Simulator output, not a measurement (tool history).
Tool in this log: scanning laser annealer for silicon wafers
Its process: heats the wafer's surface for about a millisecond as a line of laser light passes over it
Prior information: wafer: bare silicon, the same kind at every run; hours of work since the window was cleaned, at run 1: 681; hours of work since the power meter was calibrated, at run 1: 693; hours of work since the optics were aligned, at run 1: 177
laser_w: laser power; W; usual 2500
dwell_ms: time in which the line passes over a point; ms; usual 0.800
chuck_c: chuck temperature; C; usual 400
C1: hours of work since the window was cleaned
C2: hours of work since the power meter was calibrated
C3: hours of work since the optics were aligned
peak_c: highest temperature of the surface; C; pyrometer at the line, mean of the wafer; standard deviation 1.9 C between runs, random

Run 1, hour 0.0: usual settings; C1 681; C2 693; C3 177. Result: peak_c 1114 C.
Run 2, hour 55.4: usual settings but chuck_c 438 C; C1 723; C2 736; C3 219. Result: peak_c 1148 C.
Run 3, hour 93.0: usual settings; C1 751; C2 764; C3 248. Result: peak_c 1108 C.
Run 4, hour 139.6: usual settings but dwell_ms 0.589 ms; C1 787; C2 800; C3 283. Result: peak_c 993 C.
Run 5, hour 182.1: usual settings but chuck_c 403 C; C1 819; C2 832; C3 315. Result: peak_c 1111 C.
Run 6, hour 236.4: usual settings but dwell_ms 0.566 ms, chuck_c 403 C; C1 860; C2 873; C3 357. Result: peak_c 984 C.
At hour 261.7: window over the wafer cleaned.
Run 7, hour 285.2: usual settings; C1 18; C2 909; C3 392. Result: peak_c 1127 C.
Run 8, hour 345.0: usual settings; C1 63; C2 954; C3 438. Result: peak_c 1121 C.
Run 9, hour 401.5: usual settings; C1 106; C2 997; C3 481. Result: peak_c 1121 C.
Run 10, hour 453.9: usual settings; C1 146; C2 1037; C3 520. Result: peak_c 1122 C.
Run 11, hour 508.2: usual settings but laser_w 2656 W, chuck_c 404 C; C1 187; C2 1078; C3 562. Result: peak_c 1172 C.
At hour 515.2: laser's power meter calibrated.
Run 12, hour 537.7: usual settings but laser_w 2384 W, dwell_ms 0.701 ms, chuck_c 384 C; C1 208; C2 17; C3 582. Result: peak_c 1013 C.
Run 13, hour 591.6: usual settings but laser_w 2319 W, dwell_ms 0.701 ms, chuck_c 390 C; C1 249; C2 58; C3 623. Result: peak_c 1002 C.
Run 14, hour 634.5: usual settings but laser_w 2319 W, dwell_ms 0.701 ms, chuck_c 390 C; C1 281; C2 91; C3 655. Result: peak_c 997 C.
Run 15, hour 669.0: usual settings but laser_w 2319 W, dwell_ms 0.701 ms, chuck_c 372 C; C1 307; C2 117; C3 682. Result: peak_c 980 C.
Run 16, hour 714.9: usual settings but laser_w 2459 W, dwell_ms 0.585 ms, chuck_c 372 C; C1 342; C2 152; C3 717. Result: peak_c 954 C.
At hour 735.0: optics aligned, line set to its width.
Run 17, hour 780.4: usual settings but laser_w 2459 W, dwell_ms 0.585 ms, chuck_c 372 C; C1 388; C2 198; C3 35. Result: peak_c 966 C.
Run 18, hour 836.2: usual settings but laser_w 2125 W; C1 431; C2 240; C3 77. Result: peak_c 996 C.
At hour 873.6: laser's power meter calibrated, once more.
Run 19, hour 890.7: usual settings but dwell_ms 0.716 ms; C1 470; C2 13; C3 116. Result: peak_c 1074 C.
Run 20, hour 928.7: usual settings but laser_w 2748 W, dwell_ms 0.692 ms, chuck_c 364 C; C1 499; C2 42; C3 145. Result: peak_c 1097 C.

Branching from run 20: 4 alternative next runs. What would each branch give?
Run A, hour 967.6: usual settings but laser_w 2748 W, dwell_ms 0.692 ms, chuck_c 367 C; C1 528; C2 71; C3 175. Result: peak_c ?.
Run B, hour 967.6: usual settings but laser_w 2210 W, dwell_ms 0.714 ms, chuck_c 394 C; C1 528; C2 71; C3 175. Result: peak_c ?.
Run C, hour 967.6: usual settings but laser_w 2182 W, chuck_c 371 C; C1 528; C2 71; C3 175. Result: peak_c ?.
Run D, hour 967.6: usual settings but dwell_ms 0.621 ms; C1 528; C2 71; C3 175. Result: peak_c ?.

run  peak_c
  A    1102
  B     977
  C     982
  D    1022
Without the tool's unlogged condition, the same runs would have read:
run  peak_c
  A    1118
  B     990
  C     996
  D    1036

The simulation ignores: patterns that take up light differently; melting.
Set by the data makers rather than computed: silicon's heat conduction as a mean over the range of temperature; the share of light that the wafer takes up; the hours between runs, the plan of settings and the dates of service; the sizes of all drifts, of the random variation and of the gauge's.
